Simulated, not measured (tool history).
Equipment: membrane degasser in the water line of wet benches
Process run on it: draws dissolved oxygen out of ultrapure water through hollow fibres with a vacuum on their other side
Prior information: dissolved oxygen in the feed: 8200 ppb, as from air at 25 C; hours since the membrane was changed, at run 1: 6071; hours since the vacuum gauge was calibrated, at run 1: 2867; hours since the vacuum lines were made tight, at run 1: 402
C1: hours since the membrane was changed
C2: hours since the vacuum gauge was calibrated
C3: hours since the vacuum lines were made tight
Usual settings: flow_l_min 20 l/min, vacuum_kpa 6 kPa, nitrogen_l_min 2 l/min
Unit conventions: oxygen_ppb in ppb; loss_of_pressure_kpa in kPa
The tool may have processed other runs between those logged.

Run 1, hour 0: usual settings; C1 6071; C2 2867; C3 402. Result: oxygen_ppb 73.6 ppb, loss_of_pressure_kpa 27.5 kPa.
Run 2, hour 129.1: usual settings; C1 6200; C2 2996; C3 532. Result: oxygen_ppb 75.2 ppb, loss_of_pressure_kpa 26.95 kPa.
Run 3, hour 273.8: usual settings but nitrogen_l_min 1.11 l/min; C1 6345; C2 3141; C3 676. Result: oxygen_ppb 124.8 ppb, loss_of_pressure_kpa 27.32 kPa.
At hour 517.4: vacuum gauge calibrated.
Run 4, hour 529.6: usual settings but nitrogen_l_min 1.11 l/min; C1 6600; C2 12; C3 932. Result: oxygen_ppb 116.3 ppb, loss_of_pressure_kpa 27.42 kPa.
Run 5, hour 794.7: usual settings but nitrogen_l_min 1.11 l/min; C1 6865; C2 277; C3 1197. Result: oxygen_ppb 118.1 ppb, loss_of_pressure_kpa 27.3 kPa.
Run 6, hour 1014.8: usual settings; C1 7085; C2 497; C3 1417. Result: oxygen_ppb 73 ppb, loss_of_pressure_kpa 27.62 kPa.
Run 7, hour 1150.3: usual settings; C1 7221; C2 633; C3 1552. Result: oxygen_ppb 72.8 ppb, loss_of_pressure_kpa 27.35 kPa.
Run 8, hour 1383.5: usual settings but vacuum_kpa 4.41 kPa; C1 7454; C2 866; C3 1785. Result: oxygen_ppb 35.6 ppb, loss_of_pressure_kpa 27.72 kPa.
Run 9, hour 1653.9: usual settings but vacuum_kpa 4.41 kPa; C1 7724; C2 1137; C3 2056. Result: oxygen_ppb 35.8 ppb, loss_of_pressure_kpa 27.53 kPa.
Run 10, hour 1889.7: usual settings but vacuum_kpa 4.41 kPa; C1 7960; C2 1372; C3 2292. Result: oxygen_ppb 36.1 ppb, loss_of_pressure_kpa 27.94 kPa.
Run 11, hour 2045.8: usual settings but nitrogen_l_min 1.78 l/min; C1 8116; C2 1528; C3 2448. Result: oxygen_ppb 82.3 ppb, loss_of_pressure_kpa 27.53 kPa.
Run 12, hour 2197.9: usual settings but flow_l_min 25 l/min, vacuum_kpa 6.06 kPa, nitrogen_l_min 1.78 l/min; C1 8268; C2 1681; C3 2600. Result: oxygen_ppb 112.9 ppb, loss_of_pressure_kpa 34.61 kPa.
Run 13, hour 2378.1: usual settings but nitrogen_l_min 2.3 l/min; C1 8449; C2 1861; C3 2780. Result: oxygen_ppb 65.6 ppb, loss_of_pressure_kpa 27.68 kPa.
Run 14, hour 2625.9: usual settings but nitrogen_l_min 2.3 l/min; C1 8696; C2 2109; C3 3028. Result: oxygen_ppb 65.8 ppb, loss_of_pressure_kpa 27.83 kPa.
Run 15, hour 2756.4: usual settings but vacuum_kpa 5.3 kPa; C1 8827; C2 2239; C3 3158. Result: oxygen_ppb 57.9 ppb, loss_of_pressure_kpa 27.7 kPa.
Run 16, hour 2927.7: usual settings but flow_l_min 22 l/min, vacuum_kpa 12.54 kPa, nitrogen_l_min 1.26 l/min; C1 8998; C2 2410; C3 3330. Result: oxygen_ppb 365.4 ppb, loss_of_pressure_kpa 30.56 kPa.
Run 17, hour 3126.2: usual settings but flow_l_min 22 l/min, vacuum_kpa 12.54 kPa, nitrogen_l_min 1.26 l/min; C1 9197; C2 2609; C3 3528. Result: oxygen_ppb 370.5 ppb, loss_of_pressure_kpa 30.45 kPa.
Run 18, hour 3238.5: usual settings but flow_l_min 17 l/min; C1 9309; C2 2721; C3 3640. Result: oxygen_ppb 60.9 ppb, loss_of_pressure_kpa 23.69 kPa.
Run 19, hour 3479.8: usual settings but flow_l_min 17 l/min; C1 9550; C2 2962; C3 3882. Result: oxygen_ppb 61.3 ppb, loss_of_pressure_kpa 23.47 kPa.

Results per run with the tool's hidden condition removed, run-to-run variation unchanged:
The hidden state here: membrane still open, %; true pressure behind the membrane over the reading, kPa; air that leaks in behind the membrane, l/min; drift of the gauge itself on oxygen_ppb, %; drift of the gauge itself on loss_of_pressure_kpa, %.
run  oxygen_ppb  loss_of_pressure_kpa
  1        70.1                 26.65
  2        71.6                 26.08
  3       119.3                 26.43
  4       115.8                 26.49
  5       117.2                 26.34
  6        71.5                 26.63
  7        71.2                 26.34
  8          34                 26.66
  9        33.9                 26.44
 10        33.9                 26.82
 11        79.7                 26.38
 12       107.1                 33.14
 13        62.9                 26.49
 14        62.8                  26.6
 15        54.8                 26.44
 16         359                 29.15
 17       363.7                 29.02
 18        58.5                 22.57
 19        58.7                 22.32
